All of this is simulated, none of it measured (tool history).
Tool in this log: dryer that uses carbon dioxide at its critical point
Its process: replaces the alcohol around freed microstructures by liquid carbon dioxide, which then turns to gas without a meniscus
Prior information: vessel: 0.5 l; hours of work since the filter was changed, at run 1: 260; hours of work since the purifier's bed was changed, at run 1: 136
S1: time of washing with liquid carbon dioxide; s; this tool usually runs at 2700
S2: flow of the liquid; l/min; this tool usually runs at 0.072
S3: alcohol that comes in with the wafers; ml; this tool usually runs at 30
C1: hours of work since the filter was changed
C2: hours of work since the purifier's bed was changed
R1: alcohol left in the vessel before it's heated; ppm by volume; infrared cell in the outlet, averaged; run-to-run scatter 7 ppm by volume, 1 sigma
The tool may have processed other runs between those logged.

run	hour	S1	S2	S3	C1	C2	R1
1	0	2700	0.072	30	260	136	851
# hour 21: inlet filter changed
2	21	2700	0.072	30	0	152	376
3	60.5	2700	0.072	30	31	183	420
4	79.3	2700	0.072	30	46	198	440
5	119.2	2700	0.072	30	78	230	498
6	149.5	2700	0.072	30	102	254	560
7	191.8	4320	0.072	50	136	287	152
8	212.2	4320	0.072	50	152	304	164
9	247.8	2760	0.0954	50	180	332	290
10	269.5	2820	0.0911	47	197	349	340
11	309.4	2700	0.072	25	229	381	714

4 ways to go on from here, each from the tool as it stands after run 11. What would each give?
A	329.2	2700	0.0976	30	245	397	?
B	329.2	2700	0.072	52	245	397	?
C	329.2	1740	0.072	35	245	397	?
D	329.2	2700	0.072	42	245	397	?

run	R1
A	284
B	1346
C	4207
D	1168
What these runs would have given with no unlogged condition in the tool:
run	R1
A	50
B	536
C	2406
D	455

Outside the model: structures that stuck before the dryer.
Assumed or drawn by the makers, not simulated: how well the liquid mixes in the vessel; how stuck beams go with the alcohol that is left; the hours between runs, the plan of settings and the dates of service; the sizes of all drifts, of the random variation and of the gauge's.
